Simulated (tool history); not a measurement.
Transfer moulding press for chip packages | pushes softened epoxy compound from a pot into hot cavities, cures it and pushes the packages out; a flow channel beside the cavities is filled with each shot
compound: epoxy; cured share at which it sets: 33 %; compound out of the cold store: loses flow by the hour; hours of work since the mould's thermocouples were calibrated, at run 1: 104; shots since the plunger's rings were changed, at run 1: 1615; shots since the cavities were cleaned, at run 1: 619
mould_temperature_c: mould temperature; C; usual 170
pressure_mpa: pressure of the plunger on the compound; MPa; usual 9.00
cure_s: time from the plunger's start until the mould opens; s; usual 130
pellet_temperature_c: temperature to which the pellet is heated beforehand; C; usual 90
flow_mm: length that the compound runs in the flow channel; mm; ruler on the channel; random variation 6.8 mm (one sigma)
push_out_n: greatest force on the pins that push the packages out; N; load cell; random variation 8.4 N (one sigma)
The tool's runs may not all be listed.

run,hour,mould_temperature_c,pressure_mpa,cure_s,pellet_temperature_c,hours of work since the mould's thermocouples were calibrated,shots since the plunger's rings were changed,shots since the cavities were cleaned,incoming compound's hours out of the cold store,flow_mm,push_out_n
1,0.0,170,9.00,130,90,104,1615,619,19.2,874,694
# hour 7.8: cavities cleaned with cleaning compound and waxed
2,66.3,170,9.00,130,90,139,2094,432,11.3,902,883
# hour 105.8: cavities cleaned with cleaning compound and waxed
3,151.0,165,9.00,130,90,183,2710,334,17.2,887,841
# hour 203.8: cavities cleaned with cleaning compound and waxed
4,218.4,165,9.00,130,90,218,3197,107,13.1,898,705
5,286.6,165,9.00,130,90,254,3702,612,10.3,902,1018
# hour 298.7: plunger's sealing rings changed
# hour 300.2: cavities cleaned with cleaning compound and waxed
6,376.8,171,9.00,130,90,300,567,567,26.9,860,666
# hour 398.5: cavities cleaned with cleaning compound and waxed, once more
7,416.1,171,9.00,130,90,320,846,130,38.5,812,452
8,465.3,171,9.00,130,90,346,1210,494,32.3,830,639
# hour 492.6: cavities cleaned with cleaning compound and waxed
9,551.9,177,11.00,143,83,391,1840,439,16.8,974,512
# hour 585.2: cavities cleaned with cleaning compound and waxed
10,626.7,172,7.37,139,95,430,2382,307,16.2,795,511
11,669.6,172,7.09,163,95,453,2700,625,44.9,679,561
# hour 678.8: cavities cleaned with cleaning compound and waxed
12,717.9,172,6.83,163,95,478,3046,290,13.0,765,436
# hour 775.1: cavities cleaned with cleaning compound and waxed
13,796.0,164,6.83,163,95,519,3612,155,26.3,732,496

Forecast each of these 3 alternatives for the next run:
# hour 820.2: plunger's sealing rings changed
# hour 870.1: cavities cleaned with cleaning compound and waxed
A,870.1,176,6.83,150,92,556,358,0,28.6,?,?
# hour 820.2: plunger's sealing rings changed
# hour 870.1: cavities cleaned with cleaning compound and waxed
B,870.1,170,8.39,130,90,556,358,0,24.8,?,?
# hour 820.2: plunger's sealing rings changed
# hour 870.1: cavities cleaned with cleaning compound and waxed
C,870.1,177,6.90,130,90,556,358,0,15.9,?,?

run,flow_mm,push_out_n
A,736,300
B,838,425
C,777,330
Without the tool's hidden state the same runs would have given:
run,flow_mm,push_out_n
A,738,282
B,841,375
C,780,306
